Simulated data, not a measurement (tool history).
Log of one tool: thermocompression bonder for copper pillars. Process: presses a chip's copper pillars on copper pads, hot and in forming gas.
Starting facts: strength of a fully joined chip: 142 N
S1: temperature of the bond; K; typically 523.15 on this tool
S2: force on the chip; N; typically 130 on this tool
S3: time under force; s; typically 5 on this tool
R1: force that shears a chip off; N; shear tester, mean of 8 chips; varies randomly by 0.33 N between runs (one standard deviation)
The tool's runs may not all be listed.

run	hour	S1	S2	S3	R1
1	0	523.15	130	5	106.6
2	20.5	523.15	130	5	105.7
3	39.7	523.15	130	5	106
4	59.5	538.15	130	5	116.4
5	80.8	538.15	130	5	116.1
6	94.2	523.15	130	5	107.1
7	123.8	523.15	130	5	105.7
8	136.3	523.15	130	5	106.4
9	158.4	523.15	130	5	105.2
10	184.2	523.15	135	5	108.1
11	196.6	523.15	135	5	108.4
12	209	523.15	135	5	108.6
13	226.4	523.15	135	5	108.7
14	243.9	510.15	130	5	95.6
15	270.6	523.15	109	5	97.3
16	283.2	536.15	130	5	117.4
17	311.8	523.15	130	5	109.2
18	334.9	523.15	130	5	108.8
19	358.4	523.15	130	5	109
20	380.6	495.15	130	5	86.1
21	410.8	523.15	130	3	97.1
22	430.1	523.15	130	3	96.6
23	461	551.15	83	5	93.4
24	474.3	519.15	107	12	106.8
25	503	546.15	130	14	133.9
26	526.5	518.15	130	15	121.6
27	547	537.15	105	5	98.7
28	560.4	537.15	105	5	99.4
29	585.9	537.15	105	5	98.3
30	611.3	537.15	105	5	98.7
31	641.2	545.15	130	5	116.9
32	658.7	523.15	120	5	96.6
33	674	513.15	119	11	107.3
34	692.7	529.15	147	3	102.5
35	708	529.15	147	3	102.4
36	730.2	529.15	147	3	103.2
37	755.6	523.15	130	3	89.9
38	785.8	500.15	106	3	58.8
39	813.2	526.15	117	5	100.6
40	835.5	547.15	117	5	116.1
41	853.1	496.15	116	5	73.8

Withheld: 3 entries from between the runs. Position of each, and hidden state at the listed run before versus the listed run after:
Run 14 -> run 15: forming gas filter changed (hour 248.5)
  true temperature of the bond over the reading, C: 7.6 -> 7.7; force that reaches the chip, % of what is set: 102.3 -> 102.4; oxide that the forming gas leaves, % of the face: 3.22 -> 0.65
  what was measured, less what the result would be without the hidden state, R1: +5.6 -> +8 N
Run 22 -> run 23: heater calibrated with a thermocouple chip (hour 458.8)
  true temperature of the bond over the reading, C: 8.8 -> -0.8; force that reaches the chip, % of what is set: 102.8 -> 102.9; oxide that the forming gas leaves, % of the face: 1.44 -> 1.59
  what was measured, less what the result would be without the hidden state, R1: +8.3 -> +0.4 N
Run 37 -> run 38: forming gas filter changed (hour 770.6)
  true temperature of the bond over the reading, C: 1.1 -> 1.3; force that reaches the chip, % of what is set: 103.6 -> 103.7; oxide that the forming gas leaves, % of the face: 3.07 -> 0.65
  what was measured, less what the result would be without the hidden state, R1: +1.1 -> +3.1 N

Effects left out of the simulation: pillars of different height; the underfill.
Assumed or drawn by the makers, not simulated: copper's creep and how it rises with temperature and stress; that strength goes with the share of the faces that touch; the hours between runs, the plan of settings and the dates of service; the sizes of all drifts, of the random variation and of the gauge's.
